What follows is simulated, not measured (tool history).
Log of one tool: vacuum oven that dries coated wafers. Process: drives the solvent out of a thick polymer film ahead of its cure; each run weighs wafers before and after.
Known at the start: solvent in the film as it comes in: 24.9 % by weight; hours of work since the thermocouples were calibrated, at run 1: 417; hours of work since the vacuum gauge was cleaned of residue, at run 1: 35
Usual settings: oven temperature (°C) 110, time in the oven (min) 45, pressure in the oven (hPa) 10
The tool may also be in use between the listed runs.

run   hour  oven temperature (°C)  time in the oven (min)  pressure in the oven (hPa)  hours of work since the thermocouples were calibrated  hours of work since the vacuum gauge was cleaned of residue  solvent left in the film (%)
  1      0                    110                      45                          10                                                    417                                                           35                          6.23
  2   23.4                    110                      45                          10                                                    434                                                           52                          6.23
  3   36.2                    110                      45                          10                                                    444                                                           61                          6.32
  4   53.1                    110                      45                          10                                                    456                                                           74                          6.32
  5   64.1                    103                      45                          10                                                    464                                                           82                          9.49
  6   88.9                    105                      45                          10                                                    482                                                          100                          8.61
  7  101.6                    105                      45                          10                                                    491                                                          109                          8.51
  8  112.7                    110                      45                          10                                                    499                                                          117                          6.28
  9  124.9                    110                      45                          10                                                    508                                                          126                          6.28
 10  150.1                    110                      70                          10                                                    526                                                          144                          3.52
 11  167.4                    110                      70                          10                                                    539                                                          156                          3.57
 12  178.6                    110                      70                          10                                                    547                                                          164                          3.56
 13    205                    125                      70                          10                                                    566                                                          184                          0.74
 14  223.3                    125                      70                          10                                                    579                                                          197                          0.75
 15  241.5                    100                      48                        32.7                                                    592                                                          210                         12.19
 16    266                    115                      45                          10                                                    610                                                          228                          4.22
 17  284.5                    113                      29                        30.6                                                    623                                                          241                          9.23
 18  296.7                    113                      29                        30.6                                                    632                                                          250                          9.26
 19  309.6                    105                      36                         6.5                                                    641                                                          259                          9.81
 20  322.4                     98                      45                        36.6                                                    651                                                          268                         13.85
 21  333.1                    124                      25                        12.7                                                    658                                                          276                          4.67
     357.3  -- oven's thermocouples calibrated
 22  357.3                     99                      45                        12.6                                                      0                                                          292                         11.49
 23  370.6                     99                      23                        31.5                                                     10                                                          302                         16.29
 24  381.4                    103                      61                        34.7                                                     17                                                          310                          9.43
 25  396.9                    110                      45                        14.8                                                     29                                                          321                          6.64
 26  413.2                    110                      45                        14.8                                                     40                                                          333                          6.64
 27  437.1                    110                      45                        24.7                                                     58                                                          350                           7.4

Forecast each of these 5 alternatives for the next run:
  A  448.2                    112                      38                         7.2                                                     66                                                          358                             ?
  B  448.2                    120                      76                          10                                                     66                                                          358                             ?
  C  448.2                    116                      40                        33.9                                                     66                                                          358                             ?
  D  448.2                    106                      46                          17                                                     66                                                          358                             ?
  E  448.2                     99                      45                          10                                                     66                                                          358                             ?

run  solvent left in the film (%)
  A                          6.41
  B                          1.07
  C                          6.12
  D                          8.44
  E                         11.32
Without the tool's hidden state the same runs would have given:
run  solvent left in the film (%)
  A                          6.43
  B                          1.07
  C                          6.13
  D                          8.45
  E                         11.33

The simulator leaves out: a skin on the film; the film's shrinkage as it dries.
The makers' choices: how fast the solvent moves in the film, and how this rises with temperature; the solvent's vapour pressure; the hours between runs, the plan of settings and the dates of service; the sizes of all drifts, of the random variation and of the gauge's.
